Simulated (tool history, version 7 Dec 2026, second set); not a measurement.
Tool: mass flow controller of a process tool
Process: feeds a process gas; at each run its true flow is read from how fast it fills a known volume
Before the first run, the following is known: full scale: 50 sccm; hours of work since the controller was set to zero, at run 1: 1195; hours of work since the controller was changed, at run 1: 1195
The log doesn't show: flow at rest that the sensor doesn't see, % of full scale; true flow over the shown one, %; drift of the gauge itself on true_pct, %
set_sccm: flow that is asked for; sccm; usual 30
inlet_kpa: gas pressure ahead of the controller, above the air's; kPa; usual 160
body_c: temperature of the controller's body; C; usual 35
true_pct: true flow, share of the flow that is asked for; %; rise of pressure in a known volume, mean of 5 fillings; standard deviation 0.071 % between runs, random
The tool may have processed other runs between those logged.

| run | hour | set_sccm | inlet_kpa | body_c | hours of work since the controller was set to zero | hours of work since the controller was changed | true_pct |
|---|---|---|---|---|---|---|---|
| 1 | 0 | 30 | 160 | 35 | 1195 | 1195 | 100.17 |
| 2 | 72.2 | 30 | 160 | 35 | 1237 | 1237 | 100.05 |
| 3 | 167.8 | 30 | 160 | 35 | 1292 | 1292 | 99.93 |
| 4 | 237.1 | 30 | 160 | 21 | 1331 | 1331 | 99.17 |
| 5 | 311.1 | 30 | 160 | 21 | 1374 | 1374 | 99.15 |
| 6 | 395.5 | 30 | 160 | 25 | 1423 | 1423 | 99.38 |
| 7 | 444.4 | 30 | 160 | 25 | 1451 | 1451 | 99.22 |
| 8 | 486 | 30 | 160 | 25 | 1475 | 1475 | 99.17 |
| 9 | 543 | 30 | 160 | 25 | 1507 | 1507 | 99.13 |
| 10 | 589.8 | 21 | 171 | 25 | 1534 | 1534 | 98.83 |
| 11 | 667.1 | 21 | 171 | 25 | 1579 | 1579 | 98.68 |
| 12 | 737.7 | 11 | 240 | 35 | 1619 | 1619 | 98.47 |
| 13 | 815.2 | 11 | 247 | 35 | 1664 | 1664 | 98.4 |

Run 14 has not been measured yet. What should we expect?
| 14 | 888 | 11 | 247 | 35 | 1706 | 1706 | ? |

true_pct: 98.24 %
Without the tool's hidden state the same run would have given true_pct 99.09 %.
